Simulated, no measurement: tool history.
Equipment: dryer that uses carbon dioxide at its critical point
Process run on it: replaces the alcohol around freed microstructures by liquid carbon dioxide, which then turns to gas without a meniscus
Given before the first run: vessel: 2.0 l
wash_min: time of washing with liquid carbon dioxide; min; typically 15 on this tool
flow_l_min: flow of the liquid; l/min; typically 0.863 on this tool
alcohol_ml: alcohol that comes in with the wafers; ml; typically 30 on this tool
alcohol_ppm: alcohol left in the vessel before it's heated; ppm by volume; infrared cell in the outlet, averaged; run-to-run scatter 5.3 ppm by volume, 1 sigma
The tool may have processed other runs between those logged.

run   hour  wash_min  flow_l_min  alcohol_ml  alcohol_ppm
  1    0.0        15       0.863          30          190
  2    9.1        15       0.863          30          202
  3   19.3        15       1.310          30           46
  4   28.4        15       1.310          30           51
  5   37.3        15       1.310          30           37
  6   47.6        15       0.863          30          202
  7   58.2        15       0.863          30          200
  8   63.7        15       0.863         110          705
  9   71.4        15       0.863         110          726
 10   82.4        15       0.863         110          724
 11   88.9        15       0.863          30          218
 12   94.7        15       0.863          30          208
 13  106.9        15       0.863          21          169
 14  120.0        15       0.863          21          157
 15  126.4        15       0.863          30          217
 16  138.9        15       0.863          30          214
 17  150.6        15       0.863          30          221
 18  158.2        15       0.863          30          222
 19  165.0        15       0.863          68          470
 20  174.9        15       0.863          59          418
 21  183.2        15       0.863          59          406
 22  191.7        15       0.863          30          227
 23  197.9        15       0.863          30          222
 24  210.4        15       1.345          30           46
 25  222.7        24       0.863          30           48
 26  232.0        20       0.863          81          156
 27  240.0        20       0.863          81          159
 28  251.9        13       0.863          30          392
 29  264.0        15       0.729          22          333
 30  275.7        15       0.729          22          330
 31  286.2        23       0.802          63          112
 32  293.5        23       0.802          63          109
 33  305.3        23       0.802          63          107
 34  317.5         9       1.029          84         2064
 35  328.9         9       1.029          84         2056
 36  336.4         9       1.029          84         2025
 37  342.1         9       1.029          84         2080
 38  351.6        19       1.283          21           35
 39  361.6        13       0.863          45          599
 40  368.8        16       1.251          88           97
 41  378.9        16       1.251          88           98
 42  385.0        16       1.251          78          102
 43  395.2        10       1.192          34          386
 44  407.2        23       0.987          90           55
 45  417.8        23       0.987          90           67
 46  428.5        17       1.421          32           45

Some steps in alcohol_ppm, run to run, broken into two amounts with sign: the step expected even without the hidden condition (settings, incoming material, random variation), and the rest, left for the hidden condition together with whatever gauge scatter is not in both the measured and the hidden-condition-free result:
What the log doesn't record here: flow that reaches the vessel past the clogged filter, %; alcohol in the recycled carbon dioxide, ppm; drift of the gauge itself on alcohol_ppm, %.
Run 33 -> 34: wash_min 23 -> 9, flow_l_min 0.802 -> 1.029, alcohol_ml 63 -> 84. alcohol_ppm +1957 ppm by volume: hidden state +695, all else +1262.
Run 37 -> 38: wash_min 9 -> 19, flow_l_min 1.029 -> 1.283, alcohol_ml 84 -> 21. alcohol_ppm -2045 ppm by volume: hidden state -749, all else -1296.
Run 38 -> 39: wash_min 19 -> 13, flow_l_min 1.283 -> 0.863, alcohol_ml 21 -> 45. alcohol_ppm +564 ppm by volume: hidden state +242, all else +322.
